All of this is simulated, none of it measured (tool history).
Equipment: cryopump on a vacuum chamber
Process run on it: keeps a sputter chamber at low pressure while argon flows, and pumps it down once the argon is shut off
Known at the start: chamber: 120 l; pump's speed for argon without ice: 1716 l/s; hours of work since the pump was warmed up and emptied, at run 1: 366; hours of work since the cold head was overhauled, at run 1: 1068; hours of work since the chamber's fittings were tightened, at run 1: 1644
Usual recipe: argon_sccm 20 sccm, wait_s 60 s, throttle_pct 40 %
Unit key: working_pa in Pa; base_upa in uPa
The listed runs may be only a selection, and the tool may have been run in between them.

run	hour	argon_sccm	wait_s	throttle_pct	hours of work since the pump was warmed up and emptied	hours of work since the cold head was overhauled	hours of work since the chamber's fittings were tightened	working_pa	base_upa
1	0.0	20	60	40	366	1068	1644	0.0552	2.05
2	65.5	20	60	40	414	1116	1692	0.0558	2.18
3	124.3	20	60	40	457	1159	1735	0.0574	2.12
4	191.6	20	60	40	507	1208	1785	0.0577	2.26
5	263.8	20	60	40	560	1261	1838	0.0585	2.44
6	338.0	12	60	40	614	1316	1892	0.0365	2.55
# hour 405.4: pump warmed up, emptied and cooled again
7	414.0	12	60	40	6	1368	1944	0.0302	1.97
8	461.7	12	60	40	41	1403	1979	0.0292	2.02
9	529.8	12	60	40	91	1453	2029	0.0306	2.09
10	573.3	28	158	28	123	1485	2061	0.1015	1.66
11	638.0	29	158	27	171	1532	2109	0.1113	1.67
12	691.1	29	203	27	210	1571	2148	0.1100	1.74
13	728.6	15	203	27	237	1599	2175	0.0566	1.76
14	762.1	15	203	27	262	1624	2200	0.0578	1.80

4 options for the next run, each taken on its own from the tool as it stands now. Forecast them:
A	798.9	15	84	22	289	1651	2227	?	?
B	798.9	32	68	16	289	1651	2227	?	?
C	798.9	15	203	44	289	1651	2227	?	?
D	798.9	18	83	19	289	1651	2227	?	?

run	working_pa	base_upa
A	0.0698	2.12
B	0.2040	2.31
C	0.0373	1.84
D	0.0961	2.15
Without the tool's hidden state the same runs would have given:
run	working_pa	base_upa
A	0.0665	0.71
B	0.1971	0.86
C	0.0340	0.40
D	0.0922	0.71
